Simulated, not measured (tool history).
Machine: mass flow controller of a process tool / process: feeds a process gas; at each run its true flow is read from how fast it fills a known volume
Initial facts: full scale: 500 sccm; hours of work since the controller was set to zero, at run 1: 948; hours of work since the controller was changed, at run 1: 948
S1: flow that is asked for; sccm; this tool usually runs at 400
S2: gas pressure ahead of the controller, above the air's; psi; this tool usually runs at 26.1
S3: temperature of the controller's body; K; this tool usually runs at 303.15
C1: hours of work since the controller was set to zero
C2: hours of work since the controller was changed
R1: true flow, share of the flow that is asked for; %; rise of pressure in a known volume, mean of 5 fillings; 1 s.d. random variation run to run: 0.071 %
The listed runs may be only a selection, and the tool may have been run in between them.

run,day,S1,S2,S3,C1,C2,R1
1,0.000,400,26.1,303.15,948,948,100.05
2,4.633,400,21.0,303.15,1029,1029,100.23
3,11.346,400,21.0,303.15,1146,1146,100.10
4,17.983,400,21.0,303.15,1262,1262,100.02
5,24.288,400,26.1,303.15,1372,1372,99.80
6,30.162,400,26.1,303.15,1475,1475,99.92
7,38.825,400,26.1,303.15,1626,1626,99.96
8,44.283,59,26.1,303.15,1722,1722,99.33
9,49.858,59,26.1,309.15,1819,1819,99.63
10,55.758,59,26.1,309.15,1922,1922,99.75
11,63.675,59,26.1,309.15,2061,2061,99.77
12,67.579,59,26.1,309.15,2129,2129,99.66
13,75.542,59,26.1,309.15,2268,2268,99.98
14,80.208,59,26.1,309.15,2350,2350,99.89
15,84.375,234,23.2,309.15,2423,2423,99.44
16,88.742,232,25.7,300.15,2499,2499,99.15
17,96.717,309,29.2,305.15,2638,2638,99.25
18,103.600,77,29.3,301.15,2759,2759,99.16
19,111.862,77,29.3,301.15,2903,2903,99.32
20,119.283,77,29.3,301.15,3033,3033,99.35
21,123.379,102,34.5,303.15,3105,3105,98.82
22,131.200,102,34.5,303.15,3241,3241,98.80
23,136.542,51,26.1,303.15,3335,3335,100.53
24,145.229,51,26.1,307.15,3487,3487,100.77
25,154.021,258,22.2,299.15,3640,3640,99.18
26,161.367,69,37.4,298.15,3769,3769,99.34

How would selected steps in R1 from run to run divide? Give the signed amount a tool lacking its hidden state would still show from settings, what came in and random variation, and the signed amount left for the hidden state, including any gauge scatter that is not in both of the compared results.
Hidden state present: flow at rest that the sensor doesn't see, % of full scale; true flow over the shown one, %; drift of the gauge itself on true_pct, %.
Run 22 -> 23: S1 102 -> 51, S2 34.5 -> 26.1. R1 +1.73 %: hidden state +1.53, all else +0.20.
Run 24 -> 25: S1 51 -> 258, S2 26.1 -> 22.2, S3 307.15 -> 299.15. R1 -1.59 %: hidden state -2.53, all else +0.94.
Run 25 -> 26: S1 258 -> 69, S2 22.2 -> 37.4, S3 299.15 -> 298.15. R1 +0.16 %: hidden state +1.82, all else -1.66.

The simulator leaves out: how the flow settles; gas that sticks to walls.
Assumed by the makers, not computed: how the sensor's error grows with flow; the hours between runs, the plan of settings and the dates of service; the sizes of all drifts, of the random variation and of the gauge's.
